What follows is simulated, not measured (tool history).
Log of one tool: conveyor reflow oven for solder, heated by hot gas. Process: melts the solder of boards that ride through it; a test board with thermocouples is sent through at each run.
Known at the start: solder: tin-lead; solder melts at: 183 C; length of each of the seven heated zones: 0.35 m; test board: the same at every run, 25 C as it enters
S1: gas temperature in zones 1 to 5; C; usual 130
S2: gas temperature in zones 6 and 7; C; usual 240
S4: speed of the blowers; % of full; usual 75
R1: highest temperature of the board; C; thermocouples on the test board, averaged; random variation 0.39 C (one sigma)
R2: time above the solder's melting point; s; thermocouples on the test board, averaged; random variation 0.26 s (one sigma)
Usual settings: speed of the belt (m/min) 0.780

{"run": 1, "hour": 0.0, "S1": 130, "S2": 240, "speed of the belt (m/min)": 0.78, "S4": 75, "R1": 216.4, "R2": 37.1}
{"run": 2, "hour": 60.0, "S1": 130, "S2": 240, "speed of the belt (m/min)": 0.78, "S4": 75, "R1": 216.0, "R2": 37.1}
{"run": 3, "hour": 105.2, "S1": 130, "S2": 240, "speed of the belt (m/min)": 0.78, "S4": 53, "R1": 211.0, "R2": 33.2}
{"run": 4, "hour": 138.4, "S1": 130, "S2": 240, "speed of the belt (m/min)": 0.78, "S4": 53, "R1": 210.6, "R2": 33.4}
{"run": 5, "hour": 171.4, "S1": 129, "S2": 240, "speed of the belt (m/min)": 0.78, "S4": 75, "R1": 214.6, "R2": 36.3}
{"run": 6, "hour": 240.1, "S1": 130, "S2": 240, "speed of the belt (m/min)": 0.78, "S4": 74, "R1": 214.7, "R2": 36.3}
{"hour": 249.6, "done": "flux residue cleaned out of gas plates and filters"}
{"run": 7, "hour": 292.7, "S1": 130, "S2": 240, "speed of the belt (m/min)": 0.78, "S4": 74, "R1": 217.2, "R2": 38.2}
{"hour": 301.2, "done": "belt drive overhauled, speed set with a stopwatch"}
{"run": 8, "hour": 355.1, "S1": 130, "S2": 240, "speed of the belt (m/min)": 0.78, "S4": 74, "R1": 216.4, "R2": 38.1}
{"run": 9, "hour": 398.9, "S1": 130, "S2": 240, "speed of the belt (m/min)": 0.78, "S4": 75, "R1": 216.3, "R2": 38.1}
{"run": 10, "hour": 443.2, "S1": 130, "S2": 240, "speed of the belt (m/min)": 0.78, "S4": 75, "R1": 216.7, "R2": 37.8}
{"run": 11, "hour": 514.4, "S1": 130, "S2": 240, "speed of the belt (m/min)": 0.78, "S4": 75, "R1": 216.0, "R2": 37.8}
{"run": 12, "hour": 555.1, "S1": 119, "S2": 230, "speed of the belt (m/min)": 0.897, "S4": 75, "R1": 198.6, "R2": 19.4}
{"run": 13, "hour": 609.6, "S1": 141, "S2": 245, "speed of the belt (m/min)": 0.703, "S4": 80, "R1": 225.9, "R2": 51.0}
{"run": 14, "hour": 668.2, "S1": 128, "S2": 231, "speed of the belt (m/min)": 0.78, "S4": 50, "R1": 201.5, "R2": 26.1}
{"hour": 723.4, "done": "belt drive overhauled, speed set with a stopwatch, once more"}
{"run": 15, "hour": 730.2, "S1": 130, "S2": 240, "speed of the belt (m/min)": 0.626, "S4": 75, "R1": 222.2, "R2": 50.7}
{"hour": 769.2, "done": "flux residue cleaned out of gas plates and filters"}
{"run": 16, "hour": 792.7, "S1": 130, "S2": 244, "speed of the belt (m/min)": 0.626, "S4": 75, "R1": 227.5, "R2": 54.6}
{"run": 17, "hour": 830.7, "S1": 130, "S2": 229, "speed of the belt (m/min)": 0.938, "S4": 75, "R1": 199.7, "R2": 19.5}
{"run": 18, "hour": 869.9, "S1": 130, "S2": 229, "speed of the belt (m/min)": 0.938, "S4": 75, "R1": 199.4, "R2": 18.8}
{"run": 19, "hour": 900.6, "S1": 130, "S2": 229, "speed of the belt (m/min)": 0.938, "S4": 76, "R1": 198.7, "R2": 19.4}
{"run": 20, "hour": 961.6, "S1": 130, "S2": 239, "speed of the belt (m/min)": 0.911, "S4": 75, "R1": 207.1, "R2": 26.1}
{"run": 21, "hour": 1012.4, "S1": 130, "S2": 239, "speed of the belt (m/min)": 0.911, "S4": 75, "R1": 207.4, "R2": 26.0}
{"run": 22, "hour": 1048.8, "S1": 132, "S2": 234, "speed of the belt (m/min)": 0.641, "S4": 58, "R1": 214.1, "R2": 44.3}

5 ways to go on from here, each from the tool as it stands after run 22. What would each give?
{"run": "A", "hour": 1082.3, "S1": 130, "S2": 246, "speed of the belt (m/min)": 0.78, "S4": 75, "R1": "?", "R2": "?"}
{"run": "B", "hour": 1082.3, "S1": 132, "S2": 234, "speed of the belt (m/min)": 0.641, "S4": 52, "R1": "?", "R2": "?"}
{"run": "C", "hour": 1082.3, "S1": 137, "S2": 234, "speed of the belt (m/min)": 0.646, "S4": 57, "R1": "?", "R2": "?"}
{"run": "D", "hour": 1082.3, "S1": 126, "S2": 234, "speed of the belt (m/min)": 0.641, "S4": 84, "R1": "?", "R2": "?"}
{"run": "E", "hour": 1082.3, "S1": 120, "S2": 230, "speed of the belt (m/min)": 0.765, "S4": 58, "R1": "?", "R2": "?"}

run=A R1=219.3 R2=39.0
run=B R1=212.1 R2=43.2
run=C R1=213.8 R2=46.4
run=D R1=216.8 R2=45.8
run=E R1=201.0 R2=24.3
Without the tool's hidden state the same runs would have given:
run=A R1=223.0 R2=40.9
run=B R1=215.3 R2=45.7
run=C R1=217.0 R2=48.6
run=D R1=220.3 R2=48.1
run=E R1=204.4 R2=27.6
